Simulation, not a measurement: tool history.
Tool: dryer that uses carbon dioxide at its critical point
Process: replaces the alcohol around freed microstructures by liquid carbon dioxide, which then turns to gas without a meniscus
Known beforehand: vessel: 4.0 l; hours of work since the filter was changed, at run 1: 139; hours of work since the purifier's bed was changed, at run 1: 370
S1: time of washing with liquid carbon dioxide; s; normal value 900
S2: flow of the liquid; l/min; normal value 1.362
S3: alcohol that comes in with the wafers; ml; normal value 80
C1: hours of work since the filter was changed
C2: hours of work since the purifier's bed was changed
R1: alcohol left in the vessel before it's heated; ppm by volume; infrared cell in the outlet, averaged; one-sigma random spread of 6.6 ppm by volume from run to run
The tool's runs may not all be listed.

| run | hour | S1 | S2 | S3 | C1 | C2 | R1 |
|---|---|---|---|---|---|---|---|
| 1 | 0 | 900 | 1.362 | 80 | 139 | 370 | 531 |
| 2 | 23.2 | 900 | 1.362 | 80 | 147 | 378 | 555 |
| 3 | 58.2 | 900 | 1.362 | 80 | 159 | 390 | 564 |
| 4 | 102.2 | 900 | 1.362 | 21 | 174 | 405 | 212 |
| 5 | 139.6 | 900 | 1.362 | 21 | 186 | 418 | 230 |
| 6 | 158.1 | 900 | 1.362 | 80 | 193 | 425 | 614 |
| 7 | 184.4 | 900 | 1.362 | 50 | 202 | 434 | 420 |
| 8 | 202.5 | 900 | 1.362 | 50 | 208 | 440 | 440 |
| 9 | 222.2 | 900 | 1.362 | 36 | 215 | 447 | 348 |
| 10 | 252.4 | 900 | 1.362 | 80 | 225 | 457 | 692 |
|  | 257.4 | inlet filter changed |
| 11 | 273.9 | 900 | 0.96 | 80 | 6 | 464 | 1082 |
| 12 | 294.5 | 900 | 1.362 | 80 | 13 | 471 | 376 |
| 13 | 313 | 900 | 1.362 | 80 | 19 | 477 | 402 |
| 14 | 352.1 | 900 | 1.362 | 80 | 33 | 491 | 412 |
| 15 | 393.5 | 900 | 1.362 | 80 | 47 | 505 | 431 |
| 16 | 435.9 | 900 | 1.362 | 80 | 61 | 520 | 440 |
| 17 | 464.7 | 900 | 1.362 | 80 | 71 | 530 | 473 |
| 18 | 493.5 | 900 | 1.72 | 80 | 81 | 539 | 242 |
| 19 | 511.7 | 900 | 1.72 | 80 | 87 | 546 | 234 |
| 20 | 553.3 | 900 | 1.72 | 80 | 102 | 560 | 262 |
| 21 | 596.9 | 900 | 1.72 | 80 | 117 | 575 | 259 |
| 22 | 639 | 1020 | 0.99 | 49 | 131 | 589 | 619 |
| 23 | 683.6 | 600 | 1.11 | 93 | 146 | 605 | 3103 |
| 24 | 706.2 | 600 | 1.11 | 93 | 154 | 612 | 3168 |
| 25 | 745 | 600 | 1.11 | 93 | 167 | 626 | 3198 |
| 26 | 775.4 | 960 | 1.11 | 93 | 178 | 636 | 1048 |
| 27 | 801.9 | 900 | 1.22 | 80 | 187 | 645 | 856 |
| 28 | 823.9 | 1140 | 1.362 | 68 | 194 | 653 | 297 |
| 29 | 859.8 | 900 | 1.362 | 60 | 207 | 665 | 556 |
| 30 | 895.7 | 960 | 2.1 | 80 | 219 | 677 | 194 |
|  | 916.6 | inlet filter changed |
| 31 | 936.4 | 720 | 0.9 | 20 | 7 | 691 | 651 |
| 32 | 973.8 | 720 | 0.9 | 20 | 20 | 704 | 677 |
| 33 | 992.1 | 960 | 1.58 | 79 | 26 | 710 | 246 |
| 34 | 1028.6 | 900 | 1.362 | 91 | 38 | 723 | 502 |
| 35 | 1054.8 | 900 | 1.16 | 80 | 47 | 732 | 744 |
| 36 | 1086.5 | 900 | 1.16 | 80 | 58 | 743 | 751 |
| 37 | 1112.1 | 540 | 1.16 | 29 | 67 | 751 | 1044 |
| 38 | 1135.6 | 540 | 0.82 | 25 | 75 | 759 | 1580 |
| 39 | 1175.9 | 540 | 0.82 | 25 | 89 | 773 | 1606 |
| 40 | 1220 | 540 | 0.82 | 25 | 104 | 788 | 1626 |
| 41 | 1251.5 | 1020 | 1.362 | 80 | 115 | 799 | 396 |
| 42 | 1296.4 | 900 | 1.81 | 48 | 130 | 815 | 235 |

Had the tool no unlogged condition, and each run kept its random variation, what would the results have been?
What the log doesn't record here: flow that reaches the vessel past the clogged filter, %; alcohol in the recycled carbon dioxide, ppm; drift of the gauge itself on alcohol_ppm, %.
| run | R1 |
|---|---|
| 1 | 292 |
| 2 | 296 |
| 3 | 290 |
| 4 | 80 |
| 5 | 85 |
| 6 | 278 |
| 7 | 166 |
| 8 | 184 |
| 9 | 130 |
| 10 | 291 |
| 11 | 976 |
| 12 | 274 |
| 13 | 292 |
| 14 | 287 |
| 15 | 287 |
| 16 | 279 |
| 17 | 293 |
| 18 | 100 |
| 19 | 95 |
| 20 | 107 |
| 21 | 99 |
| 22 | 361 |
| 23 | 2314 |
| 24 | 2330 |
| 25 | 2302 |
| 26 | 569 |
| 27 | 430 |
| 28 | 81 |
| 29 | 228 |
| 30 | 24 |
| 31 | 516 |
| 32 | 523 |
| 33 | 101 |
| 34 | 325 |
| 35 | 532 |
| 36 | 521 |
| 37 | 807 |
| 38 | 1314 |
| 39 | 1315 |
| 40 | 1307 |
| 41 | 163 |
| 42 | 45 |
